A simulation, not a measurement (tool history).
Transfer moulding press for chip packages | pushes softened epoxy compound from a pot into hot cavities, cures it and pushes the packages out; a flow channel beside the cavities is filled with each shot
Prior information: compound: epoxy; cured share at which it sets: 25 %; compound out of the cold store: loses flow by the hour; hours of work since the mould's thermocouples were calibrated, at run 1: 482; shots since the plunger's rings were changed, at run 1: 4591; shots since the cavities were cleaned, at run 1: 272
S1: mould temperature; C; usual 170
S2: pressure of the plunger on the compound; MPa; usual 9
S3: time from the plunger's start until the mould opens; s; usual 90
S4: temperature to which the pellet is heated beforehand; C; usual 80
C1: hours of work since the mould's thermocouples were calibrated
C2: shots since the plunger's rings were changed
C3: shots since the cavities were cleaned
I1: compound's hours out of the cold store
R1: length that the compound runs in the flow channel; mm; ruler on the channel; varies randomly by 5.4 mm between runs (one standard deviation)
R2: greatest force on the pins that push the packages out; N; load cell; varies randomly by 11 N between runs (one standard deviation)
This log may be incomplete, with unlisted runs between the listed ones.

Run 1, day 0: usual settings; C1 482; C2 4591; C3 272; I1 12.1. Result: R1 723 mm, R2 752 N.
At day 0.812: cavities cleaned with cleaning compound and waxed.
At day 2.567: cavities cleaned with cleaning compound and waxed.
Run 2, day 2.975: usual settings; C1 517; C2 5313; C3 103; I1 34.3. Result: R1 661 mm, R2 615 N.
At day 4.421: cavities cleaned with cleaning compound and waxed.
At day 4.796: plunger's sealing rings changed.
At day 6.317: cavities cleaned with cleaning compound and waxed.
Run 3, day 6.583: usual settings but S1 171 C; C1 558; C2 438; C3 68; I1 26.6. Result: R1 701 mm, R2 545 N.
At day 8.258: mould's thermocouples calibrated.
At day 8.321: cavities cleaned with cleaning compound and waxed.
At day 8.575: cavities cleaned with cleaning compound and waxed, once more.
Run 4, day 9.158: usual settings but S1 171 C; C1 10; C2 1038; C3 148; I1 41.2. Result: R1 648 mm, R2 611 N.
At day 10.329: cavities cleaned with cleaning compound and waxed.
Run 5, day 11.796: usual settings but S2 10.46 MPa; C1 41; C2 1690; C3 372; I1 36.6. Result: R1 715 mm, R2 722 N.
At day 12.154: cavities cleaned with cleaning compound and waxed.
At day 13.888: cavities cleaned with cleaning compound and waxed.
Run 6, day 13.888: usual settings but S2 10.46 MPa; C1 65; C2 2189; C3 0; I1 36.2. Result: R1 721 mm, R2 516 N.
At day 15.754: cavities cleaned with cleaning compound and waxed.
Run 7, day 17.004: usual settings but S2 10.46 MPa; C1 103; C2 2963; C3 317; I1 17.5. Result: R1 769 mm, R2 749 N.
At day 17.608: cavities cleaned with cleaning compound and waxed.
At day 19.571: cavities cleaned with cleaning compound and waxed.
Run 8, day 19.9: usual settings; C1 137; C2 3665; C3 84; I1 23.9. Result: R1 691 mm, R2 559 N.
At day 21.467: cavities cleaned with cleaning compound and waxed.
Run 9, day 22.792: usual settings; C1 171; C2 4382; C3 336; I1 29.4. Result: R1 679 mm, R2 702 N.
At day 23.375: cavities cleaned with cleaning compound and waxed.
At day 25.217: cavities cleaned with cleaning compound and waxed.
Run 10, day 25.867: usual settings; C1 208; C2 5130; C3 165; I1 8.2. Result: R1 735 mm, R2 653 N.
At day 27.083: cavities cleaned with cleaning compound and waxed.
Run 11, day 28.167: usual settings; C1 235; C2 5697; C3 274; I1 42.3. Result: R1 633 mm, R2 696 N.
At day 28.433: plunger's sealing rings changed.
At day 28.979: cavities cleaned with cleaning compound and waxed.
Run 12, day 30.525: usual settings but S1 167 C; C1 262; C2 514; C3 392; I1 34. Result: R1 684 mm, R2 873 N.
At day 30.758: cavities cleaned with cleaning compound and waxed.
At day 32.712: cavities cleaned with cleaning compound and waxed.
Run 13, day 33.817: usual settings but S1 167 C; C1 301; C2 1317; C3 280; I1 15.7. Result: R1 731 mm, R2 887 N.
At day 34.517: cavities cleaned with cleaning compound and waxed.
At day 36.408: cavities cleaned with cleaning compound and waxed.
Run 14, day 36.438: usual settings but S1 163 C, S2 8.03 MPa, S4 79 C; C1 331; C2 1949; C3 6; I1 16. Result: R1 701 mm, R2 834 N.
At day 38.212: cavities cleaned with cleaning compound and waxed.
Run 15, day 39.654: usual settings but S1 163 C, S2 8.03 MPa, S4 79 C; C1 370; C2 2749; C3 365; I1 39.4. Result: R1 625 mm, R2 1178 N.
At day 40.158: cavities cleaned with cleaning compound and waxed.
At day 41.946: cavities cleaned with cleaning compound and waxed.
Run 16, day 43.167: usual settings but S2 10.78 MPa; C1 412; C2 3607; C3 309; I1 12. Result: R1 804 mm, R2 714 N.
At day 43.725: cavities cleaned with cleaning compound and waxed.
Run 17, day 44.871: usual settings but S2 10.78 MPa; C1 432; C2 4024; C3 291; I1 26. Result: R1 751 mm, R2 723 N.
At day 45.629: cavities cleaned with cleaning compound and waxed.
At day 47.508: cavities cleaned with cleaning compound and waxed.
Run 18, day 47.729: usual settings but S1 164 C, S2 7.26 MPa; C1 465; C2 4716; C3 55; I1 13.9. Result: R1 660 mm, R2 850 N.
At day 49.396: cavities cleaned with cleaning compound and waxed.
Run 19, day 50.271: usual settings but S1 164 C, S2 7.32 MPa, S3 121 s; C1 496; C2 5345; C3 222; I1 8.5. Result: R1 668 mm, R2 591 N.
At day 51.133: cavities cleaned with cleaning compound and waxed.
At day 52.079: plunger's sealing rings changed.
At day 52.988: cavities cleaned with cleaning compound and waxed.
Run 20, day 53.796: usual settings but S1 164 C, S2 7.32 MPa, S3 121 s; C1 536; C2 420; C3 205; I1 21.3. Result: R1 658 mm, R2 585 N.
At day 54.725: cavities cleaned with cleaning compound and waxed.
Run 21, day 56.046: usual settings but S1 164 C, S2 9.95 MPa, S3 101 s; C1 563; C2 974; C3 335; I1 10.5. Result: R1 789 mm, R2 876 N.
At day 56.583: cavities cleaned with cleaning compound and waxed.
At day 57.233: mould's thermocouples calibrated.
At day 58.575: cavities cleaned with cleaning compound and waxed.
Run 22, day 59.125: usual settings but S1 164 C, S2 9.95 MPa, S3 101 s; C1 22; C2 1702; C3 140; I1 40.4. Result: R1 702 mm, R2 668 N.
At day 60.529: cavities cleaned with cleaning compound and waxed.
Run 23, day 60.796: usual settings but S1 164 C, S2 9.6 MPa, S3 101 s, S4 89 C; C1 42; C2 2110; C3 68; I1 25.1. Result: R1 732 mm, R2 626 N.
At day 62.492: cavities cleaned with cleaning compound and waxed.
Run 24, day 62.875: usual settings but S1 172 C, S2 9.6 MPa, S3 101 s, S4 89 C; C1 67; C2 2620; C3 97; I1 15.1. Result: R1 735 mm, R2 496 N.
At day 64.242: cavities cleaned with cleaning compound and waxed.
At day 66.133: cavities cleaned with cleaning compound and waxed.
Run 25, day 66.133: usual settings but S3 79 s, S4 85 C; C1 105; C2 3415; C3 0; I1 46.8. Result: R1 629 mm, R2 622 N.
At day 67.988: cavities cleaned with cleaning compound and waxed.
Run 26, day 68.908: usual settings but S3 79 s, S4 85 C; C1 139; C2 4102; C3 233; I1 14.8. Result: R1 716 mm, R2 887 N.

Consider 3 possible next runs. They are alternatives, not a sequence: every one starts from the tool as it was left by run 26. What does each give?
At day 69.725: cavities cleaned with cleaning compound and waxed.
At day 71.683: cavities cleaned with cleaning compound and waxed.
Run A, day 71.729: usual settings but S1 178 C, S2 8.48 MPa, S3 79 s, S4 85 C; C1 172; C2 4785; C3 11; I1 45.5. Result: R1 ?, R2 ?.
At day 69.725: cavities cleaned with cleaning compound and waxed.
At day 71.683: cavities cleaned with cleaning compound and waxed.
Run B, day 71.729: usual settings but S2 9.03 MPa, S3 80 s, S4 71 C; C1 172; C2 4785; C3 11; I1 34.6. Result: R1 ?, R2 ?.
At day 69.725: cavities cleaned with cleaning compound and waxed.
At day 71.683: cavities cleaned with cleaning compound and waxed.
Run C, day 71.729: usual settings but S2 9.19 MPa, S3 103 s; C1 172; C2 4785; C3 11; I1 11.5. Result: R1 ?, R2 ?.

run   R1   R2
  A  599  462
  B  656  711
  C  733  459
The same runs, with their run-to-run variation unchanged, on a tool lacking any hidden condition would have given:
run   R1   R2
  A  620  448
  B  678  683
  C  758  445
